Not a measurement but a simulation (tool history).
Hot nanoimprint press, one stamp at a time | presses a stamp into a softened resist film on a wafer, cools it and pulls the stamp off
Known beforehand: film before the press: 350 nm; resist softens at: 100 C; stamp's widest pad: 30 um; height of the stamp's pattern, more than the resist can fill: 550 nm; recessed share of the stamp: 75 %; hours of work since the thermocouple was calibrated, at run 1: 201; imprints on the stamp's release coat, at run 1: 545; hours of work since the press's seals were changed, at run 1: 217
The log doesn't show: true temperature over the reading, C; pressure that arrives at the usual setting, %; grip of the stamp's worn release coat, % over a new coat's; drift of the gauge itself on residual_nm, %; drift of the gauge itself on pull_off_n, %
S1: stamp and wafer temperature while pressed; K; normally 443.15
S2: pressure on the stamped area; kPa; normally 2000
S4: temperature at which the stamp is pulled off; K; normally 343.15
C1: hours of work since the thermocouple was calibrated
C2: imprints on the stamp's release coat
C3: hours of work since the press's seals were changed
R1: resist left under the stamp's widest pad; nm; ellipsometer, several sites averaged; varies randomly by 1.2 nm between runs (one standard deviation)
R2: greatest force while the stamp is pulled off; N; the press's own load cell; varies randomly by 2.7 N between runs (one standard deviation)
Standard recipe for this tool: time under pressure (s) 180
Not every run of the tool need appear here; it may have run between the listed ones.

run 1 hour=0.0 | S1=443.15 S2=2000 time_under_pressure_(s)=180 S4=343.15 | C1=201 C2=545 C3=217 | R1=186.1 R2=149
run 2 hour=24.6 | S1=443.15 S2=2000 time_under_pressure_(s)=149 S4=343.15 | C1=215 C2=613 C3=231 | R1=200.6 R2=156
run 3 hour=51.0 | S1=447.15 S2=2000 time_under_pressure_(s)=180 S4=343.15 | C1=230 C2=686 C3=246 | R1=154.6 R2=156
run 4 hour=78.7 | S1=453.15 S2=2000 time_under_pressure_(s)=180 S4=343.15 | C1=246 C2=763 C3=262 | R1=116.7 R2=158
run 5 hour=107.0 | S1=453.15 S2=2000 time_under_pressure_(s)=180 S4=343.15 | C1=262 C2=841 C3=278 | R1=118.6 R2=168
run 6 hour=131.0 | S1=453.15 S2=2000 time_under_pressure_(s)=180 S4=343.15 | C1=275 C2=907 C3=292 | R1=119.5 R2=166
run 7 hour=152.3 | S1=443.15 S2=2000 time_under_pressure_(s)=266 S4=343.15 | C1=288 C2=966 C3=304 | R1=164.5 R2=176
run 8 hour=174.9 | S1=443.15 S2=2000 time_under_pressure_(s)=266 S4=343.15 | C1=301 C2=1029 C3=317 | R1=164.1 R2=179
run 9 hour=193.1 | S1=443.15 S2=2000 time_under_pressure_(s)=266 S4=343.15 | C1=311 C2=1079 C3=327 | R1=164.3 R2=178
-- hour=197.4 plate thermocouple calibrated
run 10 hour=223.3 | S1=443.15 S2=2000 time_under_pressure_(s)=266 S4=343.15 | C1=15 C2=1154 C3=343 | R1=159.7 R2=177
run 11 hour=239.4 | S1=443.15 S2=2000 time_under_pressure_(s)=94 S4=343.15 | C1=24 C2=1199 C3=352 | R1=228.0 R2=185
run 12 hour=253.1 | S1=443.15 S2=1950 time_under_pressure_(s)=180 S4=343.15 | C1=32 C2=1237 C3=360 | R1=187.0 R2=184
run 13 hour=270.2 | S1=434.15 S2=2000 time_under_pressure_(s)=180 S4=343.15 | C1=41 C2=1284 C3=369 | R1=261.7 R2=186
run 14 hour=290.9 | S1=434.15 S2=2000 time_under_pressure_(s)=180 S4=343.15 | C1=53 C2=1341 C3=381 | R1=262.7 R2=197
run 15 hour=312.9 | S1=434.15 S2=2000 time_under_pressure_(s)=180 S4=343.15 | C1=66 C2=1402 C3=394 | R1=265.4 R2=193
run 16 hour=324.5 | S1=443.15 S2=2000 time_under_pressure_(s)=223 S4=343.15 | C1=72 C2=1434 C3=400 | R1=174.4 R2=197
run 17 hour=341.3 | S1=443.15 S2=1630 time_under_pressure_(s)=279 S4=333.15 | C1=82 C2=1481 C3=410 | R1=171.9 R2=230
run 18 hour=358.0 | S1=443.15 S2=1630 time_under_pressure_(s)=224 S4=337.15 | C1=92 C2=1527 C3=419 | R1=186.3 R2=219
run 19 hour=383.3 | S1=455.15 S2=1660 time_under_pressure_(s)=180 S4=329.15 | C1=106 C2=1597 C3=434 | R1=117.4 R2=250
run 20 hour=406.9 | S1=433.15 S2=1660 time_under_pressure_(s)=325 S4=329.15 | C1=119 C2=1662 C3=447 | R1=249.0 R2=250
-- hour=414.6 stamp cleaned and given a new release coat
run 21 hour=427.1 | S1=448.15 S2=2000 time_under_pressure_(s)=149 S4=348.15 | C1=127 C2=34 C3=455 | R1=162.1 R2=119
run 22 hour=439.7 | S1=441.15 S2=1630 time_under_pressure_(s)=149 S4=348.15 | C1=135 C2=69 C3=462 | R1=230.3 R2=116
run 23 hour=463.1 | S1=441.15 S2=1630 time_under_pressure_(s)=149 S4=348.15 | C1=148 C2=134 C3=476 | R1=233.6 R2=119
run 24 hour=476.9 | S1=455.15 S2=2120 time_under_pressure_(s)=195 S4=344.15 | C1=156 C2=172 C3=484 | R1=100.8 R2=127
run 25 hour=500.6 | S1=455.15 S2=2120 time_under_pressure_(s)=195 S4=344.15 | C1=169 C2=238 C3=497 | R1=100.1 R2=133
run 26 hour=512.3 | S1=443.15 S2=2190 time_under_pressure_(s)=242 S4=343.15 | C1=176 C2=270 C3=504 | R1=163.7 R2=137
run 27 hour=531.5 | S1=432.15 S2=2790 time_under_pressure_(s)=227 S4=332.15 | C1=187 C2=323 C3=515 | R1=248.0 R2=172
run 28 hour=557.3 | S1=432.15 S2=2030 time_under_pressure_(s)=242 S4=332.15 | C1=202 C2=394 C3=529 | R1=265.4 R2=173
run 29 hour=570.2 | S1=432.15 S2=1410 time_under_pressure_(s)=174 S4=332.15 | C1=209 C2=430 C3=537 | R1=299.4 R2=185
run 30 hour=592.8 | S1=451.15 S2=1690 time_under_pressure_(s)=255 S4=332.15 | C1=222 C2=493 C3=550 | R1=122.7 R2=178

Below, some changes in R1 between adjacent runs. For each, the amount present without the hidden state too (settings, incoming material, random variation) and the amount remaining for the hidden state with gauge scatter not shared by both compared results:
Run 9 -> 10: plate thermocouple calibrated. R1 -4.6 nm: hidden state -2.4, all else -2.2.
Run 19 -> 20: S1 455.15 -> 433.15, time under pressure (s) 180 -> 325. R1 +131.6 nm: hidden state +1.4, all else +130.2.
Run 23 -> 24: S1 441.15 -> 455.15, S2 1630 -> 2120, time under pressure (s) 149 -> 195, S4 348.15 -> 344.15. R1 -132.8 nm: hidden state -1.4, all else -131.4.
Run 25 -> 26: S1 455.15 -> 443.15, S2 2120 -> 2190, time under pressure (s) 195 -> 242, S4 344.15 -> 343.15. R1 +63.6 nm: hidden state +2.0, all else +61.6.
Run 28 -> 29: S2 2030 -> 1410, time under pressure (s) 242 -> 174. R1 +34.0 nm: hidden state -2.2, all else +36.2.
Run 29 -> 30: S1 432.15 -> 451.15, S2 1410 -> 1690, time under pressure (s) 174 -> 255. R1 -176.7 nm: hidden state +0.7, all else -177.4.
